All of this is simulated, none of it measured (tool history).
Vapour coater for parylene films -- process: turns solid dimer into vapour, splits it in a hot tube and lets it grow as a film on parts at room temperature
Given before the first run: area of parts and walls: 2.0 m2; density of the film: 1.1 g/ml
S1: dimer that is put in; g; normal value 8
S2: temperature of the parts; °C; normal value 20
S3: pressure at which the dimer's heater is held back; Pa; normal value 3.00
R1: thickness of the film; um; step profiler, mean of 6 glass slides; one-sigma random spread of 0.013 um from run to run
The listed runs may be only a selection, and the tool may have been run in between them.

run,hour,S1,S2,S3,R1
1,0.0,8,20,3.00,3.06
2,43.2,8,20,3.00,3.06
3,102.7,8,20,3.00,3.05
4,168.8,8,20,3.00,3.03
5,204.2,8,20,3.00,3.01
6,261.6,8,20,3.00,3.01
7,330.5,8,20,3.00,2.99
8,390.6,8,20,3.00,2.99
9,460.3,8,28,3.00,2.13
10,495.2,8,20,3.00,2.97
11,561.6,8,20,3.00,2.94
12,599.1,8,20,3.00,2.92
# hour 657.9: trap's valve overhauled
13,660.1,8,20,3.00,3.14
14,700.4,8,20,3.00,3.10
# hour 730.1: table's thermometer calibrated
15,737.8,8,20,3.00,2.92
16,771.7,8,20,3.00,2.91
17,818.3,8,20,3.00,2.93
18,860.6,8,20,2.60,2.96
19,917.0,8,20,6.02,2.68
20,947.8,8,20,6.02,2.67
21,1007.4,8,20,6.02,2.65
22,1038.5,8,20,6.02,2.67
23,1104.5,8,20,3.69,2.79
24,1174.0,8,20,3.69,2.80
25,1208.3,4,18,9.63,1.35
26,1275.2,4,18,9.63,1.35
27,1307.3,4,17,3.42,1.58
28,1343.1,7,21,2.48,2.39
29,1380.5,7,21,2.48,2.40
# hour 1449.0: trap's valve overhauled
30,1453.4,7,21,4.16,2.43
31,1509.9,7,17,4.16,2.84
32,1541.4,7,17,4.16,2.84
33,1607.0,6,18,4.55,2.31
34,1673.1,5,18,8.56,1.77
35,1720.3,9,15,3.00,3.90
36,1754.1,3,25,5.46,0.83
37,1819.9,11,20,3.14,3.98
38,1858.1,4,27,10.85,0.93
39,1895.8,8,13,3.00,3.43
40,1949.0,8,13,3.00,3.38
41,2002.8,10,23,3.00,3.18
42,2053.6,6,20,5.20,2.02
43,2084.0,3,18,4.86,1.11
44,2124.4,8,20,2.18,2.96
45,2180.4,5,16,4.25,2.03
# hour 2240.1: trap's valve overhauled
46,2250.1,9,24,10.26,2.49

Alternative continuations, all from the tool just after run 46; predict every row:
A,2297.8,9,31,10.26,?
B,2297.8,8,20,2.14,?
C,2297.8,13,17,7.59,?
D,2297.8,8,20,3.00,?
E,2297.8,9,24,4.40,?

run,R1
A,1.86
B,3.12
C,5.02
D,3.03
E,2.76
Without the tool's unlogged condition, the same runs would have read:
run,R1
A,1.83
B,3.07
C,4.95
D,2.98
E,2.72
